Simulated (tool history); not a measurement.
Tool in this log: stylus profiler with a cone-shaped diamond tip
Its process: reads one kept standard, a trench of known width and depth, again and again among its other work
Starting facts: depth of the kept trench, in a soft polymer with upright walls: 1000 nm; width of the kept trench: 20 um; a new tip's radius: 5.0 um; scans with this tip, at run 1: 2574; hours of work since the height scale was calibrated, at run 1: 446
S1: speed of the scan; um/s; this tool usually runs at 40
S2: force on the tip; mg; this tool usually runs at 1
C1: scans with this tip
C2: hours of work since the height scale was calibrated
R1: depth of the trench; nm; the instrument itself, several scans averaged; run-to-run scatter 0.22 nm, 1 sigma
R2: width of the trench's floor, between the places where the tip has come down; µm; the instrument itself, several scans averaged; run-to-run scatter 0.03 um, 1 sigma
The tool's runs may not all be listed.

{"run": 1, "day": 0.0, "S1": 40, "S2": 1, "C1": 2574, "C2": 446, "R1": 1007.08, "R2": 13.31}
{"run": 2, "day": 1.254, "S1": 40, "S2": 1, "C1": 2654, "C2": 460, "R1": 1006.84, "R2": 13.33}
{"run": 3, "day": 2.704, "S1": 40, "S2": 1, "C1": 2747, "C2": 476, "R1": 1006.86, "R2": 13.34}
{"run": 4, "day": 4.062, "S1": 40, "S2": 1, "C1": 2834, "C2": 491, "R1": 1007, "R2": 13.35}
{"run": 5, "day": 5.975, "S1": 40, "S2": 1, "C1": 2957, "C2": 513, "R1": 1006.62, "R2": 13.31}
{"run": 6, "day": 7.679, "S1": 40, "S2": 1, "C1": 3066, "C2": 531, "R1": 1006.77, "R2": 13.25}
{"run": 7, "day": 10.262, "S1": 40, "S2": 1, "C1": 3231, "C2": 560, "R1": 1006.47, "R2": 13.26}
{"run": 8, "day": 12.829, "S1": 40, "S2": 1, "C1": 3396, "C2": 589, "R1": 1007.1, "R2": 13.19}
{"run": 9, "day": 14.621, "S1": 109, "S2": 1, "C1": 3511, "C2": 609, "R1": 1007.33, "R2": 12.52}
{"run": 10, "day": 16.317, "S1": 40, "S2": 1, "C1": 3619, "C2": 627, "R1": 1007.12, "R2": 13.21}
{"run": 11, "day": 18.467, "S1": 40, "S2": 1, "C1": 3757, "C2": 651, "R1": 1006.9, "R2": 13.2}
{"run": 12, "day": 20.242, "S1": 40, "S2": 1, "C1": 3871, "C2": 671, "R1": 1007.13, "R2": 13.14}
{"run": 13, "day": 21.625, "S1": 40, "S2": 1.87, "C1": 3959, "C2": 686, "R1": 1010.23, "R2": 13.29}
{"run": 14, "day": 23.296, "S1": 98, "S2": 1, "C1": 4067, "C2": 705, "R1": 1007.1, "R2": 12.57}
{"run": 15, "day": 24.383, "S1": 98, "S2": 1, "C1": 4136, "C2": 717, "R1": 1007.53, "R2": 12.55}
{"run": 16, "day": 26.208, "S1": 98, "S2": 1, "C1": 4253, "C2": 737, "R1": 1007.35, "R2": 12.56}
{"run": 17, "day": 28.775, "S1": 98, "S2": 0.36, "C1": 4418, "C2": 766, "R1": 1003.61, "R2": 11.88}
{"run": 18, "day": 31.017, "S1": 40, "S2": 1, "C1": 4561, "C2": 791, "R1": 1007.78, "R2": 13.08}
{"run": 19, "day": 33.396, "S1": 40, "S2": 1.28, "C1": 4714, "C2": 817, "R1": 1008.75, "R2": 13.11}
{"run": 20, "day": 34.492, "S1": 40, "S2": 1.28, "C1": 4784, "C2": 829, "R1": 1008.51, "R2": 13.13}
{"run": 21, "day": 36.658, "S1": 40, "S2": 1.28, "C1": 4923, "C2": 853, "R1": 1008.04, "R2": 13.07}
{"run": 22, "day": 38.946, "S1": 40, "S2": 1.28, "C1": 5070, "C2": 879, "R1": 1008.8, "R2": 13.1}
{"run": 23, "day": 40.283, "S1": 40, "S2": 1.28, "C1": 5155, "C2": 894, "R1": 1009.21, "R2": 13.08}
{"run": 24, "day": 42.379, "S1": 40, "S2": 1.28, "C1": 5290, "C2": 917, "R1": 1009.28, "R2": 13.04}
{"run": 25, "day": 44.992, "S1": 70, "S2": 1, "C1": 5457, "C2": 946, "R1": 1007.78, "R2": 12.67}
{"run": 26, "day": 46.621, "S1": 70, "S2": 1, "C1": 5561, "C2": 964, "R1": 1007.96, "R2": 12.66}
{"run": 27, "day": 48.062, "S1": 40, "S2": 2.45, "C1": 5654, "C2": 980, "R1": 1013.25, "R2": 13.12}
{"run": 28, "day": 49.504, "S1": 98, "S2": 0.4, "C1": 5746, "C2": 996, "R1": 1004.89, "R2": 11.75}
{"run": 29, "day": 50.596, "S1": 104, "S2": 0.63, "C1": 5816, "C2": 1008, "R1": 1006.32, "R2": 11.98}
{"run": 30, "day": 53.2, "S1": 98, "S2": 0.85, "C1": 5983, "C2": 1037, "R1": 1007.38, "R2": 12.25}
{"run": 31, "day": 54.321, "S1": 36, "S2": 1.09, "C1": 6055, "C2": 1050, "R1": 1008.16, "R2": 12.94}
{"run": 32, "day": 55.446, "S1": 62, "S2": 0.45, "C1": 6127, "C2": 1062, "R1": 1005.6, "R2": 12.4}
{"run": 33, "day": 57.767, "S1": 62, "S2": 0.45, "C1": 6276, "C2": 1088, "R1": 1005.71, "R2": 12.33}
{"run": 34, "day": 59.712, "S1": 98, "S2": 0.5, "C1": 6400, "C2": 1109, "R1": 1005.8, "R2": 11.8}
{"run": 35, "day": 61.188, "S1": 98, "S2": 0.5, "C1": 6495, "C2": 1126, "R1": 1006.38, "R2": 11.85}
{"run": 36, "day": 63.479, "S1": 98, "S2": 0.5, "C1": 6642, "C2": 1151, "R1": 1005.75, "R2": 11.83}
{"run": 37, "day": 64.679, "S1": 135, "S2": 0.85, "C1": 6719, "C2": 1165, "R1": 1007.5, "R2": 11.74}
{"run": 38, "day": 66.067, "S1": 135, "S2": 0.85, "C1": 6808, "C2": 1180, "R1": 1007.41, "R2": 11.74}
{"run": 39, "day": 68.396, "S1": 135, "S2": 0.85, "C1": 6957, "C2": 1206, "R1": 1007.95, "R2": 11.67}
{"run": 40, "day": 69.683, "S1": 46, "S2": 1, "C1": 7039, "C2": 1220, "R1": 1008.51, "R2": 12.67}
{"run": 41, "day": 70.796, "S1": 41, "S2": 1.03, "C1": 7111, "C2": 1233, "R1": 1008.48, "R2": 12.78}
{"run": 42, "day": 72.529, "S1": 21, "S2": 1.21, "C1": 7222, "C2": 1252, "R1": 1008.91, "R2": 12.96}
{"run": 43, "day": 74.921, "S1": 21, "S2": 1.21, "C1": 7375, "C2": 1278, "R1": 1009.3, "R2": 12.93}
{"run": 44, "day": 77.379, "S1": 21, "S2": 1.21, "C1": 7533, "C2": 1306, "R1": 1009.16, "R2": 12.97}
{"run": 45, "day": 79.117, "S1": 12, "S2": 2, "C1": 7644, "C2": 1325, "R1": 1012.49, "R2": 13.06}
{"run": 46, "day": 80.483, "S1": 13, "S2": 2.17, "C1": 7732, "C2": 1340, "R1": 1012.75, "R2": 12.97}
{"run": 47, "day": 81.771, "S1": 27, "S2": 2.4, "C1": 7814, "C2": 1355, "R1": 1013.79, "R2": 12.96}

Measured less the same run without the tool's hidden state. The same run-to-run variation is in both; the gauge's scatter may not be:
The tool's hidden condition here consists of: radius of the tip, um; height scale over the true one, %; drift of the gauge itself on depth_nm, %; drift of the gauge itself on floor_um, %.
run=1 R1=+0.55 R2=-0.25
run=2 R1=+0.58 R2=-0.27
run=3 R1=+0.61 R2=-0.27
run=4 R1=+0.65 R2=-0.29
run=5 R1=+0.69 R2=-0.3
run=6 R1=+0.73 R2=-0.33
run=7 R1=+0.79 R2=-0.34
run=8 R1=+0.84 R2=-0.36
run=9 R1=+0.89 R2=-0.37
run=10 R1=+0.94 R2=-0.39
run=11 R1=+0.98 R2=-0.41
run=12 R1=+1.03 R2=-0.42
run=13 R1=+1.07 R2=-0.43
run=14 R1=+1.11 R2=-0.45
run=15 R1=+1.13 R2=-0.46
run=16 R1=+1.17 R2=-0.47
run=17 R1=+1.23 R2=-0.5
run=18 R1=+1.28 R2=-0.52
run=19 R1=+1.33 R2=-0.53
run=20 R1=+1.35 R2=-0.54
run=21 R1=+1.41 R2=-0.55
run=22 R1=+1.46 R2=-0.58
run=23 R1=+1.49 R2=-0.59
run=24 R1=+1.54 R2=-0.6
run=25 R1=+1.61 R2=-0.63
run=26 R1=+1.64 R2=-0.64
run=27 R1=+1.68 R2=-0.66
run=28 R1=+1.7 R2=-0.67
run=29 R1=+1.73 R2=-0.67
run=30 R1=+1.78 R2=-0.69
run=31 R1=+1.82 R2=-0.7
run=32 R1=+1.83 R2=-0.71
run=33 R1=+1.89 R2=-0.73
run=34 R1=+1.94 R2=-0.74
run=35 R1=+1.97 R2=-0.76
run=36 R1=+2.02 R2=-0.78
run=37 R1=+2.05 R2=-0.78
run=38 R1=+2.08 R2=-0.79
run=39 R1=+2.14 R2=-0.81
run=40 R1=+2.18 R2=-0.83
run=41 R1=+2.2 R2=-0.83
run=42 R1=+2.24 R2=-0.85
run=43 R1=+2.29 R2=-0.86
run=44 R1=+2.36 R2=-0.89
run=45 R1=+2.4 R2=-0.9
run=46 R1=+2.43 R2=-0.9
run=47 R1=+2.46 R2=-0.92

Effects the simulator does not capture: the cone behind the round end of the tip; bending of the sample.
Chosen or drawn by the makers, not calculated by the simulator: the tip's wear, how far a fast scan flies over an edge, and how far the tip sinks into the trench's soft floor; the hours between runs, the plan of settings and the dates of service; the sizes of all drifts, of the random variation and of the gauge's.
